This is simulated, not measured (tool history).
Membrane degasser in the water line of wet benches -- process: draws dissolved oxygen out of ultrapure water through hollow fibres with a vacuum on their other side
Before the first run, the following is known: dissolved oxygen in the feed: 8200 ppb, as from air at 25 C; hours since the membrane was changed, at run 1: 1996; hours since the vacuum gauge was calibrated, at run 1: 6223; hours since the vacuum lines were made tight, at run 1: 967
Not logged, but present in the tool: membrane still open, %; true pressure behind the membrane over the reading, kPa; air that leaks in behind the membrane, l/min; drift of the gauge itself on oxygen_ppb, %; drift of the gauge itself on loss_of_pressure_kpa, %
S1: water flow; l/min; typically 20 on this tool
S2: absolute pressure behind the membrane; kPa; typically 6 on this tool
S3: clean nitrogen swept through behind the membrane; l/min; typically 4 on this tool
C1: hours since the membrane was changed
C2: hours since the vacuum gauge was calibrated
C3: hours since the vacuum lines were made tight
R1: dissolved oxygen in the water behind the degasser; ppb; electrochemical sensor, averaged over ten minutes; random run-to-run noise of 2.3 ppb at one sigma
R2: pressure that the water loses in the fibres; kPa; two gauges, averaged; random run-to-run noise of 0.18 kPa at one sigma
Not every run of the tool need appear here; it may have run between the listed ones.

run	hour	S1	S2	S3	C1	C2	C3	R1	R2
1	0	20	6	4	1996	6223	967	241.4	41.65
2	117.6	20	6	4.11	2113	6340	1084	237.7	41.75
3	321.6	20	6	4.11	2317	6544	1288	238	41.45
4	528	20	6	4.11	2524	6751	1495	245.6	41.59
5	671.9	20	6	4.11	2668	6895	1639	241.1	41.57
6	799.1	20	6	7.82	2795	7022	1766	223.9	41.55
7	940.1	28	6	4	2936	7163	1907	432.3	58.26
8	1148.1	20	6	4.11	3144	7371	2115	246.7	41.88
9	1311.7	20	6	4	3307	7534	2278	242.4	42.02
10	1469.5	20	6	4	3465	7692	2436	246.3	41.83
11	1676.5	20	6	4	3672	7899	2643	247.4	41.82
# hour 1798: vacuum gauge calibrated
12	1891.8	20	6	4	3887	94	2858	241.7	41.93
13	2075.4	17	6	4	4070	277	3041	177.9	35.75
14	2194.9	23	12.83	1.69	4190	397	3161	555.2	48.3
15	2416.2	16	10.62	1.74	4411	618	3382	291.5	33.83
16	2557.6	16	10.62	1.74	4553	760	3524	292	33.89
17	2779.6	15	10.62	1.74	4775	982	3746	264.3	31.92
18	2911.6	12	8.69	9.27	4907	1114	3878	84.2	25.48
19	3105.9	18	8.39	2.75	5101	1308	4072	260	38.12
20	3311.2	18	8.39	2.75	5306	1513	4277	253.2	38.14
# hour 3366.8: seals of the vacuum lines changed
21	3439.7	14	10.86	4	5433	1640	73	160.2	29.37
22	3541.8	17	3.97	8.19	5535	1742	175	159.1	36.09
23	3679.8	17	3.97	8.19	5673	1880	313	158.9	35.7
24	3810.4	17	3.97	8.19	5803	2010	444	160.2	36.04
25	4034.9	28	14.88	10.13	6028	2235	668	476.9	59.51

Predict each of these 4 candidate next runs independently; none follows another, all start after run 25:
A	4263.9	16	6.98	4	6257	2464	897	?	?
B	4263.9	20	6	4	6257	2464	897	?	?
C	4263.9	20	6	10.12	6257	2464	897	?	?
D	4263.9	15	8.95	2.64	6257	2464	897	?	?

run	R1	R2
A	175.3	33.8
B	252.4	42.61
C	237	42.57
D	199.2	31.95
Take away the tool's hidden state, keep each run's random variation, and the runs would have read:
run	R1	R2
A	155.1	32.65
B	224.3	41.17
C	209.6	41.13
D	180.1	30.86

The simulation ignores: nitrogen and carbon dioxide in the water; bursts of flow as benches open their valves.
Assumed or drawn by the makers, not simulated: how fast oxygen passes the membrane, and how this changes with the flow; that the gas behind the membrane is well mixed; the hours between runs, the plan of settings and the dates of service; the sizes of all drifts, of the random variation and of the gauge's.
